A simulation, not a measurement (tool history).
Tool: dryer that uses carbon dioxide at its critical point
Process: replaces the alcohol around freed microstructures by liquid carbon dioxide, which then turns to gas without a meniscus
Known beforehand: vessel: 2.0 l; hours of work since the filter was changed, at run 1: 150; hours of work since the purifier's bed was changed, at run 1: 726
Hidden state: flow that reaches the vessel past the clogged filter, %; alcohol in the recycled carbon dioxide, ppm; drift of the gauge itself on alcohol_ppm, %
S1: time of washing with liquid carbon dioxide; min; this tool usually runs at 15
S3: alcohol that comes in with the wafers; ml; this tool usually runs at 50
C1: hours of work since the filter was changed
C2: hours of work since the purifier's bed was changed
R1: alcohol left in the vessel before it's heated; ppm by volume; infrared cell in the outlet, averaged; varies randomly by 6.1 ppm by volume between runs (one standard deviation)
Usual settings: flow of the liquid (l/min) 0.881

{"run": 1, "hour": 0.0, "S1": 15, "flow of the liquid (l/min)": 0.881, "S3": 50, "C1": 150, "C2": 726, "R1": 325}
{"run": 2, "hour": 40.5, "S1": 15, "flow of the liquid (l/min)": 0.917, "S3": 50, "C1": 179, "C2": 754, "R1": 311}
{"run": 3, "hour": 71.5, "S1": 15, "flow of the liquid (l/min)": 0.917, "S3": 50, "C1": 201, "C2": 776, "R1": 309}
{"run": 4, "hour": 116.4, "S1": 15, "flow of the liquid (l/min)": 1.401, "S3": 50, "C1": 232, "C2": 808, "R1": 111}
{"run": 5, "hour": 141.5, "S1": 15, "flow of the liquid (l/min)": 0.881, "S3": 50, "C1": 250, "C2": 826, "R1": 378}
{"run": 6, "hour": 185.4, "S1": 15, "flow of the liquid (l/min)": 0.881, "S3": 50, "C1": 281, "C2": 856, "R1": 397}
{"run": 7, "hour": 243.7, "S1": 10, "flow of the liquid (l/min)": 0.881, "S3": 50, "C1": 322, "C2": 898, "R1": 1401}
{"hour": 275.0, "done": "inlet filter changed"}
{"run": 8, "hour": 304.8, "S1": 10, "flow of the liquid (l/min)": 0.881, "S3": 50, "C1": 21, "C2": 940, "R1": 1204}
{"run": 9, "hour": 355.9, "S1": 10, "flow of the liquid (l/min)": 0.881, "S3": 50, "C1": 57, "C2": 976, "R1": 1247}
{"run": 10, "hour": 399.0, "S1": 15, "flow of the liquid (l/min)": 0.881, "S3": 50, "C1": 87, "C2": 1006, "R1": 362}
{"run": 11, "hour": 455.3, "S1": 15, "flow of the liquid (l/min)": 0.881, "S3": 50, "C1": 127, "C2": 1046, "R1": 381}
{"run": 12, "hour": 513.8, "S1": 15, "flow of the liquid (l/min)": 0.881, "S3": 50, "C1": 168, "C2": 1087, "R1": 385}
{"run": 13, "hour": 563.1, "S1": 15, "flow of the liquid (l/min)": 0.881, "S3": 50, "C1": 203, "C2": 1122, "R1": 407}
{"run": 14, "hour": 587.5, "S1": 15, "flow of the liquid (l/min)": 0.881, "S3": 33, "C1": 220, "C2": 1139, "R1": 321}
{"run": 15, "hour": 617.3, "S1": 15, "flow of the liquid (l/min)": 0.881, "S3": 33, "C1": 241, "C2": 1160, "R1": 316}
{"run": 16, "hour": 666.5, "S1": 11, "flow of the liquid (l/min)": 0.881, "S3": 33, "C1": 275, "C2": 1194, "R1": 755}
{"run": 17, "hour": 723.6, "S1": 11, "flow of the liquid (l/min)": 0.881, "S3": 33, "C1": 316, "C2": 1234, "R1": 775}
{"hour": 765.8, "done": "inlet filter changed"}
{"hour": 768.8, "done": "purifier's bed changed"}
{"run": 18, "hour": 772.0, "S1": 11, "flow of the liquid (l/min)": 0.881, "S3": 33, "C1": 2, "C2": 2, "R1": 526}
{"run": 19, "hour": 802.0, "S1": 21, "flow of the liquid (l/min)": 0.881, "S3": 33, "C1": 23, "C2": 23, "R1": 28}
{"run": 20, "hour": 834.9, "S1": 21, "flow of the liquid (l/min)": 0.881, "S3": 33, "C1": 47, "C2": 47, "R1": 35}
{"run": 21, "hour": 860.5, "S1": 21, "flow of the liquid (l/min)": 0.881, "S3": 33, "C1": 65, "C2": 65, "R1": 43}
{"run": 22, "hour": 896.2, "S1": 15, "flow of the liquid (l/min)": 0.881, "S3": 50, "C1": 90, "C2": 90, "R1": 249}
{"run": 23, "hour": 926.8, "S1": 15, "flow of the liquid (l/min)": 0.881, "S3": 50, "C1": 111, "C2": 111, "R1": 262}
{"run": 24, "hour": 980.6, "S1": 12, "flow of the liquid (l/min)": 0.881, "S3": 110, "C1": 149, "C2": 149, "R1": 1413}
{"run": 25, "hour": 1035.1, "S1": 12, "flow of the liquid (l/min)": 1.125, "S3": 34, "C1": 187, "C2": 187, "R1": 188}
{"run": 26, "hour": 1086.5, "S1": 20, "flow of the liquid (l/min)": 1.125, "S3": 50, "C1": 224, "C2": 224, "R1": 33}
{"run": 27, "hour": 1127.3, "S1": 20, "flow of the liquid (l/min)": 1.125, "S3": 50, "C1": 252, "C2": 252, "R1": 53}
{"run": 28, "hour": 1174.1, "S1": 20, "flow of the liquid (l/min)": 0.768, "S3": 50, "C1": 285, "C2": 285, "R1": 178}
{"run": 29, "hour": 1227.3, "S1": 20, "flow of the liquid (l/min)": 0.768, "S3": 35, "C1": 323, "C2": 323, "R1": 142}
{"hour": 1258.5, "done": "inlet filter changed"}
{"run": 30, "hour": 1286.2, "S1": 15, "flow of the liquid (l/min)": 0.746, "S3": 35, "C1": 19, "C2": 363, "R1": 388}
{"run": 31, "hour": 1333.2, "S1": 11, "flow of the liquid (l/min)": 0.54, "S3": 26, "C1": 53, "C2": 396, "R1": 1640}
{"run": 32, "hour": 1387.9, "S1": 15, "flow of the liquid (l/min)": 1.311, "S3": 43, "C1": 91, "C2": 435, "R1": 78}
{"run": 33, "hour": 1430.9, "S1": 11, "flow of the liquid (l/min)": 1.311, "S3": 63, "C1": 121, "C2": 465, "R1": 263}
{"run": 34, "hour": 1464.2, "S1": 10, "flow of the liquid (l/min)": 0.677, "S3": 50, "C1": 145, "C2": 489, "R1": 2527}
{"run": 35, "hour": 1521.3, "S1": 18, "flow of the liquid (l/min)": 0.846, "S3": 84, "C1": 185, "C2": 529, "R1": 292}
{"run": 36, "hour": 1553.0, "S1": 16, "flow of the liquid (l/min)": 1.363, "S3": 47, "C1": 207, "C2": 551, "R1": 90}
{"run": 37, "hour": 1598.1, "S1": 16, "flow of the liquid (l/min)": 1.363, "S3": 47, "C1": 239, "C2": 583, "R1": 91}
{"run": 38, "hour": 1625.2, "S1": 19, "flow of the liquid (l/min)": 0.584, "S3": 47, "C1": 258, "C2": 602, "R1": 639}
{"run": 39, "hour": 1657.1, "S1": 23, "flow of the liquid (l/min)": 1.469, "S3": 37, "C1": 280, "C2": 624, "R1": 79}
{"run": 40, "hour": 1685.1, "S1": 21, "flow of the liquid (l/min)": 0.881, "S3": 50, "C1": 300, "C2": 644, "R1": 126}
{"run": 41, "hour": 1737.6, "S1": 16, "flow of the liquid (l/min)": 1.437, "S3": 40, "C1": 337, "C2": 681, "R1": 93}
{"hour": 1748.5, "done": "inlet filter changed"}
{"run": 42, "hour": 1781.8, "S1": 15, "flow of the liquid (l/min)": 1.225, "S3": 89, "C1": 23, "C2": 711, "R1": 160}
{"run": 43, "hour": 1819.0, "S1": 15, "flow of the liquid (l/min)": 1.225, "S3": 89, "C1": 50, "C2": 738, "R1": 148}
{"run": 44, "hour": 1857.6, "S1": 15, "flow of the liquid (l/min)": 1.225, "S3": 89, "C1": 77, "C2": 765, "R1": 161}
{"run": 45, "hour": 1911.2, "S1": 12, "flow of the liquid (l/min)": 0.837, "S3": 89, "C1": 115, "C2": 802, "R1": 1423}
{"run": 46, "hour": 1966.3, "S1": 12, "flow of the liquid (l/min)": 0.837, "S3": 89, "C1": 153, "C2": 841, "R1": 1502}

What if the next run were any one of these 5? Each begins from the tool's condition after run 46:
{"run": "A", "hour": 2026.0, "S1": 12, "flow of the liquid (l/min)": 0.945, "S3": 89, "C1": 195, "C2": 883, "R1": "?"}
{"run": "B", "hour": 2026.0, "S1": 15, "flow of the liquid (l/min)": 0.571, "S3": 50, "C1": 195, "C2": 883, "R1": "?"}
{"run": "C", "hour": 2026.0, "S1": 12, "flow of the liquid (l/min)": 0.837, "S3": 99, "C1": 195, "C2": 883, "R1": "?"}
{"run": "D", "hour": 2026.0, "S1": 18, "flow of the liquid (l/min)": 0.837, "S3": 70, "C1": 195, "C2": 883, "R1": "?"}
{"run": "E", "hour": 2026.0, "S1": 21, "flow of the liquid (l/min)": 1.027, "S3": 112, "C1": 195, "C2": 883, "R1": "?"}

run=A R1=1021
run=B R1=1464
run=C R1=1713
run=D R1=313
run=E R1=146
Without the tool's unlogged condition, the same runs would have read:
run=A R1=784
run=B R1=1208
run=C R1=1396
run=D R1=170
run=E R1=33

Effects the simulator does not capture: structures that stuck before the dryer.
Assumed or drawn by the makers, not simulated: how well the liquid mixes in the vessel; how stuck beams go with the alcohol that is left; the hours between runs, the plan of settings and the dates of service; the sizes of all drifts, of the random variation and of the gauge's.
